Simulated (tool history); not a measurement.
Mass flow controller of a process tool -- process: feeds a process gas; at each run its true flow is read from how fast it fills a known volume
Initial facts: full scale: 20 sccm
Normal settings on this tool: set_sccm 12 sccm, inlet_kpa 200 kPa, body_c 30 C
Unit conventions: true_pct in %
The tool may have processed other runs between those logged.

run 1 hour=0.0 | set_sccm=12 inlet_kpa=200 body_c=30 | true_pct=99.60
run 2 hour=93.8 | set_sccm=12 inlet_kpa=200 body_c=30 | true_pct=99.66
run 3 hour=218.0 | set_sccm=12 inlet_kpa=200 body_c=30 | true_pct=99.65
run 4 hour=350.1 | set_sccm=12 inlet_kpa=200 body_c=30 | true_pct=99.62
run 5 hour=476.3 | set_sccm=12 inlet_kpa=200 body_c=22 | true_pct=100.04
run 6 hour=637.6 | set_sccm=12 inlet_kpa=200 body_c=22 | true_pct=100.10
run 7 hour=768.0 | set_sccm=12 inlet_kpa=200 body_c=22 | true_pct=99.92
run 8 hour=924.7 | set_sccm=12 inlet_kpa=200 body_c=22 | true_pct=100.14
run 9 hour=1041.0 | set_sccm=12 inlet_kpa=200 body_c=22 | true_pct=100.18
run 10 hour=1147.2 | set_sccm=12 inlet_kpa=200 body_c=30 | true_pct=99.52
run 11 hour=1239.6 | set_sccm=12 inlet_kpa=200 body_c=30 | true_pct=99.61
run 12 hour=1304.9 | set_sccm=12 inlet_kpa=200 body_c=30 | true_pct=99.62
run 13 hour=1464.2 | set_sccm=12 inlet_kpa=200 body_c=30 | true_pct=99.67
run 14 hour=1533.0 | set_sccm=12 inlet_kpa=200 body_c=40 | true_pct=99.04
run 15 hour=1615.9 | set_sccm=12 inlet_kpa=200 body_c=34 | true_pct=99.39
run 16 hour=1734.2 | set_sccm=16 inlet_kpa=200 body_c=30 | true_pct=99.59
run 17 hour=1825.8 | set_sccm=13 inlet_kpa=200 body_c=24 | true_pct=99.98
run 18 hour=1945.1 | set_sccm=12 inlet_kpa=176 body_c=30 | true_pct=99.55
run 19 hour=2086.7 | set_sccm=12 inlet_kpa=176 body_c=30 | true_pct=99.49

For run 20, what comes out?
run 20 hour=2205.6 | set_sccm=12 inlet_kpa=176 body_c=30 | true_pct=?

true_pct: 99.40 %
Take away the tool's hidden state, keep the run-to-run variation as it was, and the same run would have given true_pct 99.40 %.
